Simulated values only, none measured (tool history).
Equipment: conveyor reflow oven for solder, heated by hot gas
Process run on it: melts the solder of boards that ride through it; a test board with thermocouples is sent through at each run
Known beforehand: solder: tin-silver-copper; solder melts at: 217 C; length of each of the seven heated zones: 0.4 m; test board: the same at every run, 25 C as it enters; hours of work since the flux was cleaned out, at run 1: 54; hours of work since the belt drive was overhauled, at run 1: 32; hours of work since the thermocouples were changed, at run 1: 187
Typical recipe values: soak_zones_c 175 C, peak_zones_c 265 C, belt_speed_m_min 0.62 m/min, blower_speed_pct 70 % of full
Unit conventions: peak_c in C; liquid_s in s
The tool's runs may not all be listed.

run,hour,soak_zones_c,peak_zones_c,belt_speed_m_min,blower_speed_pct,hours of work since the flux was cleaned out,hours of work since the belt drive was overhauled,hours of work since the thermocouples were changed,peak_c,liquid_s
1,0,175,265,0.62,70,54,32,187,251.4,57.8
2,10.1,175,265,0.62,70,58,36,191,251.7,57.7
3,20.2,175,265,0.62,70,63,41,196,251.3,57.9
4,29.8,175,265,0.62,70,67,45,200,250.9,57.8
5,39.2,175,265,0.62,70,71,49,204,251.6,57.6
6,48.8,175,265,0.62,70,75,53,208,251.1,57.7
7,56.7,175,265,0.62,70,78,56,211,251.4,57.1
8,67.2,175,265,0.62,70,82,60,215,250.8,57.4
9,77.4,175,265,0.62,70,87,65,220,251.7,58.4
10,84.6,175,265,0.62,70,90,68,223,250.7,57.4
11,95.5,175,265,0.605,70,94,72,227,252.2,59.9
12,105.7,175,265,0.62,70,99,77,232,251.4,57
13,118.6,175,265,0.62,70,104,82,237,250.6,57.6
14,125.8,184,265,0.62,70,107,85,240,252.7,62.4
15,135.3,184,265,0.62,70,111,89,244,252.7,62.6
16,147.4,184,265,0.62,90,116,94,249,255.2,64.4
17,156.2,171,265,0.62,74,120,98,253,250.7,56.8
18,163.3,171,265,0.62,74,123,101,256,250.8,56.6
19,175.9,163,255,0.727,64,128,106,261,233.1,28.3
20,187.6,163,256,0.727,64,133,111,266,233.4,29.2
21,199.2,163,256,0.727,64,138,116,271,234,29.3
22,208.4,176,265,0.62,89,142,120,275,254.4,60.8
23,215.1,176,265,0.62,89,145,123,278,254.1,60.7
24,227.1,175,265,0.721,70,150,128,283,245.9,44.7
25,235.1,175,265,0.721,70,153,131,286,246,44.2
26,244,178,277,0.547,70,157,135,290,265.4,77
27,251.5,182,265,0.642,70,160,138,293,250.7,58.6
28,263,182,265,0.642,70,165,143,298,251.2,57.9

Selected run-to-run steps in peak_c, each split into two signed amounts: the part the tool would show with no hidden state at all (from settings, incoming material and random variation), and the remainder, which goes to the hidden state together with any gauge scatter not common to the measured and the hidden-state-free results:
Unlogged tool condition in this case: heat that the gas passes to the board, % of a clean oven's; belt's true speed, % of the reading; true gas temperature in zones 6 and 7 over the reading, C; drift of the gauge itself on peak_c, C; drift of the gauge itself on liquid_s, %.
Run 21 -> 22: soak_zones_c 163 -> 176, peak_zones_c 256 -> 265, belt_speed_m_min 0.727 -> 0.62, blower_speed_pct 64 -> 89. peak_c +20.4 C: hidden state +0.3, all else +20.1.
Run 23 -> 24: soak_zones_c 176 -> 175, belt_speed_m_min 0.62 -> 0.721, blower_speed_pct 89 -> 70. peak_c -8.2 C: hidden state -0.4, all else -7.8.
Run 25 -> 26: soak_zones_c 175 -> 178, peak_zones_c 265 -> 277, belt_speed_m_min 0.721 -> 0.547. peak_c +19.4 C: hidden state +0.4, all else +19.

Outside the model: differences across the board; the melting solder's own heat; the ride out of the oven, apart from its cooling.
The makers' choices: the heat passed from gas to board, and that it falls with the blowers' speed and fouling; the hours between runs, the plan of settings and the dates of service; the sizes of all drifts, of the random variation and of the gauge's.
